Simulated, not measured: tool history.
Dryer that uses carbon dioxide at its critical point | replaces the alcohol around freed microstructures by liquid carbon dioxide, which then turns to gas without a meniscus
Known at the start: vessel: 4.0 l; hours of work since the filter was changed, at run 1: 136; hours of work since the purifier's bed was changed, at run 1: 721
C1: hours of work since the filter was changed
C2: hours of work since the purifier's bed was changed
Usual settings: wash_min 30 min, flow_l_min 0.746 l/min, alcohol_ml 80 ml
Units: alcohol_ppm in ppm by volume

run 1 hour=0.0 | wash_min=30 flow_l_min=0.746 alcohol_ml=80 | C1=136 C2=721 | alcohol_ppm=208
run 2 hour=49.9 | wash_min=30 flow_l_min=0.746 alcohol_ml=80 | C1=153 C2=738 | alcohol_ppm=219
run 3 hour=81.4 | wash_min=44 flow_l_min=0.746 alcohol_ml=80 | C1=163 C2=748 | alcohol_ppm=70
run 4 hour=155.3 | wash_min=44 flow_l_min=0.746 alcohol_ml=80 | C1=188 C2=773 | alcohol_ppm=69
run 5 hour=192.5 | wash_min=30 flow_l_min=0.677 alcohol_ml=80 | C1=200 C2=785 | alcohol_ppm=318
run 6 hour=247.8 | wash_min=30 flow_l_min=0.677 alcohol_ml=80 | C1=219 C2=804 | alcohol_ppm=327
run 7 hour=303.9 | wash_min=30 flow_l_min=0.724 alcohol_ml=80 | C1=237 C2=823 | alcohol_ppm=273
run 8 hour=344.3 | wash_min=30 flow_l_min=0.724 alcohol_ml=80 | C1=251 C2=836 | alcohol_ppm=275
run 9 hour=375.5 | wash_min=30 flow_l_min=0.724 alcohol_ml=80 | C1=261 C2=846 | alcohol_ppm=271
run 10 hour=430.8 | wash_min=30 flow_l_min=0.724 alcohol_ml=33 | C1=280 C2=865 | alcohol_ppm=150
run 11 hour=464.4 | wash_min=30 flow_l_min=0.536 alcohol_ml=80 | C1=291 C2=876 | alcohol_ppm=781
run 12 hour=526.5 | wash_min=30 flow_l_min=0.632 alcohol_ml=80 | C1=311 C2=897 | alcohol_ppm=490
run 13 hour=594.1 | wash_min=30 flow_l_min=0.632 alcohol_ml=80 | C1=334 C2=919 | alcohol_ppm=495
run 14 hour=628.4 | wash_min=30 flow_l_min=0.632 alcohol_ml=80 | C1=345 C2=931 | alcohol_ppm=516
run 15 hour=686.7 | wash_min=30 flow_l_min=0.632 alcohol_ml=80 | C1=365 C2=950 | alcohol_ppm=513
-- hour=737.0 inlet filter changed
run 16 hour=744.6 | wash_min=31 flow_l_min=0.746 alcohol_ml=80 | C1=3 C2=969 | alcohol_ppm=162
run 17 hour=815.3 | wash_min=31 flow_l_min=0.746 alcohol_ml=80 | C1=26 C2=993 | alcohol_ppm=170
run 18 hour=879.1 | wash_min=31 flow_l_min=0.746 alcohol_ml=80 | C1=47 C2=1014 | alcohol_ppm=174
run 19 hour=911.1 | wash_min=30 flow_l_min=0.746 alcohol_ml=80 | C1=58 C2=1024 | alcohol_ppm=191
run 20 hour=954.8 | wash_min=30 flow_l_min=0.746 alcohol_ml=80 | C1=73 C2=1039 | alcohol_ppm=206
run 21 hour=994.1 | wash_min=30 flow_l_min=0.746 alcohol_ml=80 | C1=86 C2=1052 | alcohol_ppm=209
run 22 hour=1034.3 | wash_min=30 flow_l_min=0.746 alcohol_ml=80 | C1=99 C2=1066 | alcohol_ppm=213
run 23 hour=1097.9 | wash_min=30 flow_l_min=0.746 alcohol_ml=80 | C1=120 C2=1087 | alcohol_ppm=212
run 24 hour=1154.0 | wash_min=22 flow_l_min=0.518 alcohol_ml=80 | C1=139 C2=1105 | alcohol_ppm=1625
run 25 hour=1205.9 | wash_min=21 flow_l_min=0.746 alcohol_ml=84 | C1=156 C2=1123 | alcohol_ppm=784
run 26 hour=1252.8 | wash_min=21 flow_l_min=0.511 alcohol_ml=80 | C1=172 C2=1138 | alcohol_ppm=1971
run 27 hour=1303.7 | wash_min=36 flow_l_min=1.063 alcohol_ml=63 | C1=189 C2=1155 | alcohol_ppm=85
run 28 hour=1377.3 | wash_min=35 flow_l_min=1.063 alcohol_ml=23 | C1=213 C2=1180 | alcohol_ppm=85
run 29 hour=1412.4 | wash_min=35 flow_l_min=1.063 alcohol_ml=23 | C1=225 C2=1191 | alcohol_ppm=80
run 30 hour=1459.4 | wash_min=35 flow_l_min=1.063 alcohol_ml=23 | C1=241 C2=1207 | alcohol_ppm=80
run 31 hour=1489.8 | wash_min=30 flow_l_min=1.068 alcohol_ml=80 | C1=251 C2=1217 | alcohol_ppm=109
run 32 hour=1535.2 | wash_min=30 flow_l_min=1.068 alcohol_ml=80 | C1=266 C2=1232 | alcohol_ppm=112
run 33 hour=1571.0 | wash_min=30 flow_l_min=0.561 alcohol_ml=80 | C1=278 C2=1244 | alcohol_ppm=646
run 34 hour=1635.1 | wash_min=30 flow_l_min=0.561 alcohol_ml=80 | C1=299 C2=1266 | alcohol_ppm=683
run 35 hour=1700.9 | wash_min=30 flow_l_min=0.561 alcohol_ml=80 | C1=321 C2=1288 | alcohol_ppm=699
run 36 hour=1764.6 | wash_min=23 flow_l_min=0.787 alcohol_ml=26 | C1=342 C2=1309 | alcohol_ppm=266
run 37 hour=1801.2 | wash_min=23 flow_l_min=1.258 alcohol_ml=80 | C1=354 C2=1321 | alcohol_ppm=169
run 38 hour=1873.1 | wash_min=23 flow_l_min=1.258 alcohol_ml=80 | C1=378 C2=1345 | alcohol_ppm=161
-- hour=1880.9 inlet filter changed
-- hour=1920.0 purifier's bed changed
run 39 hour=1931.3 | wash_min=35 flow_l_min=0.845 alcohol_ml=23 | C1=16 C2=4 | alcohol_ppm=6
run 40 hour=1995.1 | wash_min=35 flow_l_min=0.451 alcohol_ml=88 | C1=37 C2=25 | alcohol_ppm=556
run 41 hour=2056.1 | wash_min=35 flow_l_min=0.451 alcohol_ml=88 | C1=57 C2=45 | alcohol_ppm=568
run 42 hour=2126.6 | wash_min=30 flow_l_min=0.550 alcohol_ml=43 | C1=81 C2=69 | alcohol_ppm=267
run 43 hour=2195.5 | wash_min=37 flow_l_min=0.911 alcohol_ml=26 | C1=104 C2=92 | alcohol_ppm=18
run 44 hour=2246.4 | wash_min=47 flow_l_min=0.714 alcohol_ml=26 | C1=121 C2=109 | alcohol_ppm=17
run 45 hour=2299.6 | wash_min=21 flow_l_min=0.986 alcohol_ml=23 | C1=138 C2=126 | alcohol_ppm=70
run 46 hour=2367.2 | wash_min=25 flow_l_min=0.746 alcohol_ml=48 | C1=161 C2=149 | alcohol_ppm=231

Forecast each of these 4 alternatives for the next run:
run A hour=2414.4 | wash_min=24 flow_l_min=0.746 alcohol_ml=60 | C1=177 C2=165 | alcohol_ppm=?
run B hour=2414.4 | wash_min=30 flow_l_min=0.746 alcohol_ml=32 | C1=177 C2=165 | alcohol_ppm=?
run C hour=2414.4 | wash_min=25 flow_l_min=0.746 alcohol_ml=21 | C1=177 C2=165 | alcohol_ppm=?
run D hour=2414.4 | wash_min=19 flow_l_min=1.076 alcohol_ml=75 | C1=177 C2=165 | alcohol_ppm=?

run=A alcohol_ppm=337
run=B alcohol_ppm=82
run=C alcohol_ppm=106
run=D alcohol_ppm=258
Without the tool's hidden state the same runs would have given:
run=A alcohol_ppm=246
run=B alcohol_ppm=52
run=C alcohol_ppm=70
run=D alcohol_ppm=179

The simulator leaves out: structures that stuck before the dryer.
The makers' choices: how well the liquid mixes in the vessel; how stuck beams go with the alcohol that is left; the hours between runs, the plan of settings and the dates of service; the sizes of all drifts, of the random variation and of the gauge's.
